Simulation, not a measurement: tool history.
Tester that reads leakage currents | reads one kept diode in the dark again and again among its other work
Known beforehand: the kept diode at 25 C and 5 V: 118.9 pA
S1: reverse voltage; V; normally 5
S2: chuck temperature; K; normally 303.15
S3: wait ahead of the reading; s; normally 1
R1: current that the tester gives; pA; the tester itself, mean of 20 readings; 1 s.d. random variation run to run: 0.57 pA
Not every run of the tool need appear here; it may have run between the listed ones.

run	hour	S1	S2	S3	R1
1	0	5	303.15	1	197.28
2	91.3	5	303.15	1	197.75
# hour 127.8: probe card cleaned and baked
3	230.3	5	303.15	1	183.9
4	386.4	5	308.15	1	284.38
5	509.8	5	308.15	1	281.96
6	643.2	5	303.15	1	183.02
7	743.1	5	303.15	1	183.27
8	892.3	5	303.15	1	182.19
9	1026.9	5	303.15	0.36	184.34
10	1174.9	5	303.15	0.36	183.74
11	1319.8	5	303.15	1	181.21
12	1420.8	5	303.15	1.18	180.56
13	1528.8	5	303.15	1	179.49
14	1675.2	5	303.15	0.63	181.24
15	1782.2	5	303.15	0.63	180.01
16	1920.7	5	303.15	0.63	179.57
17	2058.8	5	303.15	0.63	178.8
18	2189.9	6.75	313.15	8.1	483.68
19	2281.2	6.75	297.15	0.46	123.51
20	2389.6	1.13	297.15	1	51.42
# hour 2457.1: chuck's temperature calibrated
21	2522.5	5	294.15	1.03	87.41
22	2669.3	5	326.15	0.36	1271.96
23	2766.8	5	320.15	0.36	789.64
24	2919.4	5	320.15	0.36	788.2
25	3020.8	4.83	303.15	6.49	187.08
26	3093.1	1.01	310.15	6.49	163.92

Forecast each of these 3 alternatives for the next run:
A	3201.2	5	303.15	2.61	?
B	3201.2	5	303.15	0.56	?
C	3201.2	9.67	304.15	1	?

run	R1
A	188.41
B	190.65
C	283.63
The same runs, with their run-to-run variation unchanged, on a tool lacking any hidden condition would have given:
run	R1
A	187.12
B	189.36
C	278.79
